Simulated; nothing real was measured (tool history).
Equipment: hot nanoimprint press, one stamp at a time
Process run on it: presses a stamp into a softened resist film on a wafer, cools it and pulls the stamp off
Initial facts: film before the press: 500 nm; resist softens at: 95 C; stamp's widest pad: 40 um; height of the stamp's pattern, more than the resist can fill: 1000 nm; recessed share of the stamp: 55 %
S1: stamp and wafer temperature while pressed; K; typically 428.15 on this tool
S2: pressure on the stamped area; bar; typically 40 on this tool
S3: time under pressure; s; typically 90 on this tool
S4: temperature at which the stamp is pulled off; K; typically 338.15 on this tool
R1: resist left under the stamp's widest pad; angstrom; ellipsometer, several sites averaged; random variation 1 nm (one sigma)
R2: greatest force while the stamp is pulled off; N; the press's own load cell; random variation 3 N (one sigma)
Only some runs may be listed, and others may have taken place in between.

run	hour	S1	S2	S3	S4	R1	R2
1	0	428.15	40	90	338.15	2181	140
2	49.1	428.15	40	90	338.15	2172	144
# hour 114.3: plate thermocouple calibrated
# hour 120.3: stamp cleaned and given a new release coat
3	136.9	428.15	40	90	338.15	2290	144
4	179.3	428.15	40	90	338.15	2289	156
# hour 216.4: press's hydraulic seals changed and the load cell set to zero
# hour 263.1: stamp cleaned and given a new release coat
5	287.6	428.15	40	90	338.15	2208	147
6	376.4	428.15	40	153	338.15	1832	166
# hour 399.4: stamp cleaned and given a new release coat
7	447	428.15	38.9	153	338.15	1848	154
8	492.4	428.15	40	90	337.15	2164	167
# hour 537.2: stamp cleaned and given a new release coat
9	576.4	432.15	37.5	143	330.15	1546	184
10	635.7	432.15	37.5	143	330.15	1525	198
# hour 671.9: stamp cleaned and given a new release coat
11	738.5	428.15	27.3	58	336.15	2973	164
# hour 809.7: stamp cleaned and given a new release coat
12	825.6	429.15	40	90	338.15	2006	138
# hour 878: plate thermocouple calibrated
13	909.3	426.15	54.3	112	332.15	1998	195
# hour 944: stamp cleaned and given a new release coat
14	985.4	420.15	40	90	338.15	3387	158
15	1041.6	420.15	40	90	338.15	3353	165

Run 16, settings as shown, results not yet in. Your forecast:
# hour 1077.8: stamp cleaned and given a new release coat
16	1099	429.15	29.9	84	329.15	?	?

{"run 16": {"R1": 2552, "R2": 183}}
The same run, on a tool lacking any hidden state, would have yielded R1 2560 angstrom, R2 177 N.

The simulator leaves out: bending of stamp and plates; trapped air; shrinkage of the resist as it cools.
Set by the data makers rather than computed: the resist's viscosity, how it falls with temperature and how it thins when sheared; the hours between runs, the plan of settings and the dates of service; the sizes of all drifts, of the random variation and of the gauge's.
